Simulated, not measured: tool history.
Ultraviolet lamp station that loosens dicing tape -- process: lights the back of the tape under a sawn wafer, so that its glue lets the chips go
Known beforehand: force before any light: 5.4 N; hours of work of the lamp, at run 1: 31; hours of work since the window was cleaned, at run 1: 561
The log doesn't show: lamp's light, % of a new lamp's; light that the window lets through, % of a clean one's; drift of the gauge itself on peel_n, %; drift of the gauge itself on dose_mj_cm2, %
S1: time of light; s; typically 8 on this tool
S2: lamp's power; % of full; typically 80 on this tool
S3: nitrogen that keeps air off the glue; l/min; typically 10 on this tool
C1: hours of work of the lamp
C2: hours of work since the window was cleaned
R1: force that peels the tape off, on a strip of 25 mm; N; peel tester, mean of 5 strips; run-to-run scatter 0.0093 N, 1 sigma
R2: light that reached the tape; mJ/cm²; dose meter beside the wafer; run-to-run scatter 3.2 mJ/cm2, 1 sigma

run	hour	S1	S2	S3	C1	C2	R1	R2
1	0.0	8	80	10	31	561	0.442	460
2	14.3	8	80	10	37	568	0.460	463
3	25.8	11	80	10	43	573	0.248	637
4	43.3	11	80	10	51	581	0.259	623
5	51.2	5	80	10	54	585	1.076	284
6	62.9	5	80	10	60	590	1.081	288
7	79.3	14	80	10	67	598	0.160	796
8	97.1	14	80	10	75	606	0.161	796
# hour 109.2: window cleaned of glue's vapour
9	113.6	8	80	12	83	2	0.452	439
10	125.0	8	80	12	88	7	0.446	439
11	132.6	8	80	10	92	11	0.491	443
12	143.7	9	80	10	97	16	0.391	493
13	152.4	8	80	10	101	20	0.508	445
14	167.7	8	80	10	108	27	0.488	435
15	183.1	8	80	10	115	34	0.494	441
# hour 186.7: window cleaned of glue's vapour, once more
16	195.0	8	82	10	120	4	0.398	483
17	213.2	8	82	10	128	12	0.433	476
18	226.5	8	82	10	135	18	0.418	475
19	243.6	5	64	3	142	26	2.089	232
20	257.8	5	64	3	149	33	2.121	232
21	273.7	8	96	10	156	40	0.299	556
22	281.7	8	96	10	160	44	0.311	557
23	300.1	6	96	9	169	52	0.558	409
24	313.6	6	61	12	175	58	1.080	258
25	323.6	6	70	12	179	63	0.937	299
26	338.1	6	70	12	186	70	0.946	299
27	346.8	6	70	12	190	74	0.955	297
28	355.6	6	98	5	194	78	0.773	411
29	364.1	6	98	5	198	82	0.795	409
30	378.2	8	68	8	204	88	0.715	384

Consider 4 possible next runs. They are alternatives, not a sequence: every one starts from the tool as it was left by run 30. What does each give?
A	393.0	8	72	10	211	95	?	?
B	393.0	8	98	8	211	95	?	?
C	393.0	12	68	8	211	95	?	?
D	393.0	5	61	5	211	95	?	?

run	R1	R2
A	0.579	405
B	0.360	546
C	0.304	571
D	1.996	214
Without the tool's hidden state the same runs would have given:
run	R1	R2
A	0.480	445
B	0.297	600
C	0.249	629
D	1.807	236
